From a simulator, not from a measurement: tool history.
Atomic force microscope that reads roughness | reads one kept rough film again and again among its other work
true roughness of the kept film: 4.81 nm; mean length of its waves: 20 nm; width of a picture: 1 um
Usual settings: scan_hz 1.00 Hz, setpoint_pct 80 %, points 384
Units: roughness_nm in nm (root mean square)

Run 1, hour 0.0: usual settings. Result: roughness_nm 3.333 nm (root mean square).
Run 2, hour 31.8: usual settings. Result: roughness_nm 3.350 nm (root mean square).
Run 3, hour 65.8: usual settings. Result: roughness_nm 3.332 nm (root mean square).
Run 4, hour 99.7: usual settings but scan_hz 0.51 Hz. Result: roughness_nm 3.414 nm (root mean square).
Run 5, hour 136.2: usual settings but scan_hz 0.51 Hz, setpoint_pct 65 %. Result: roughness_nm 3.495 nm (root mean square).
Run 6, hour 156.8: usual settings but scan_hz 0.51 Hz, setpoint_pct 72 %. Result: roughness_nm 3.480 nm (root mean square).
At hour 172.2: new tip fitted.
Run 7, hour 188.1: usual settings but scan_hz 0.51 Hz, setpoint_pct 72 %. Result: roughness_nm 3.475 nm (root mean square).
Run 8, hour 212.9: usual settings but scan_hz 1.01 Hz. Result: roughness_nm 3.334 nm (root mean square).
Run 9, hour 236.1: usual settings but scan_hz 1.44 Hz. Result: roughness_nm 3.255 nm (root mean square).
Run 10, hour 266.7: usual settings but scan_hz 1.44 Hz. Result: roughness_nm 3.231 nm (root mean square).
Run 11, hour 286.4: usual settings but scan_hz 1.44 Hz. Result: roughness_nm 3.259 nm (root mean square).
Run 12, hour 322.0: usual settings but scan_hz 1.44 Hz, points 746. Result: roughness_nm 3.263 nm (root mean square).
At hour 344.4: new tip fitted.
Run 13, hour 351.9: usual settings but scan_hz 1.44 Hz, points 408. Result: roughness_nm 3.246 nm (root mean square).
Run 14, hour 384.2: usual settings but scan_hz 3.17 Hz. Result: roughness_nm 2.953 nm (root mean square).
Run 15, hour 403.0: usual settings but scan_hz 0.66 Hz. Result: roughness_nm 3.417 nm (root mean square).
Run 16, hour 438.8: usual settings but scan_hz 0.89 Hz, points 279. Result: roughness_nm 3.289 nm (root mean square).
Run 17, hour 470.7: usual settings but scan_hz 0.89 Hz, points 279. Result: roughness_nm 3.283 nm (root mean square).
Run 18, hour 494.4: usual settings but scan_hz 3.43 Hz, setpoint_pct 68 %, points 878. Result: roughness_nm 3.228 nm (root mean square).
Run 19, hour 511.8: usual settings but scan_hz 3.43 Hz, setpoint_pct 68 %, points 878. Result: roughness_nm 3.225 nm (root mean square).
At hour 517.4: new tip fitted.
Run 20, hour 546.2: usual settings but scan_hz 2.03 Hz, points 302. Result: roughness_nm 3.146 nm (root mean square).
Run 21, hour 566.8: usual settings but scan_hz 2.03 Hz, points 302. Result: roughness_nm 3.114 nm (root mean square).
Run 22, hour 587.0: usual settings but scan_hz 2.05 Hz, setpoint_pct 62 %, points 512. Result: roughness_nm 3.410 nm (root mean square).
Run 23, hour 605.7: usual settings but scan_hz 0.59 Hz, setpoint_pct 67 %, points 687. Result: roughness_nm 3.517 nm (root mean square).
Run 24, hour 626.2: usual settings but scan_hz 3.25 Hz, setpoint_pct 55 %, points 310. Result: roughness_nm 3.350 nm (root mean square).
Run 25, hour 665.8: usual settings but scan_hz 3.25 Hz, setpoint_pct 55 %, points 310. Result: roughness_nm 3.336 nm (root mean square).
At hour 689.7: new tip fitted.
Run 26, hour 697.5: usual settings but scan_hz 3.25 Hz, setpoint_pct 73 %, points 633. Result: roughness_nm 3.152 nm (root mean square).

Forecast each of these 4 alternatives for the next run:
Run A, hour 718.5: usual settings but scan_hz 2.28 Hz, setpoint_pct 73 %, points 633. Result: roughness_nm ?.
Run B, hour 718.5: usual settings but scan_hz 3.25 Hz, setpoint_pct 81 %, points 359. Result: roughness_nm ?.
Run C, hour 718.5: usual settings but scan_hz 3.40 Hz, setpoint_pct 73 %, points 470. Result: roughness_nm ?.
Run D, hour 718.5: usual settings but scan_hz 3.25 Hz, setpoint_pct 56 %, points 461. Result: roughness_nm ?.

run  roughness_nm
  A         3.262
  B         2.902
  C         3.116
  D         3.404
Without the tool's hidden state the same runs would have given:
run  roughness_nm
  A         3.264
  B         2.904
  C         3.118
  D         3.406
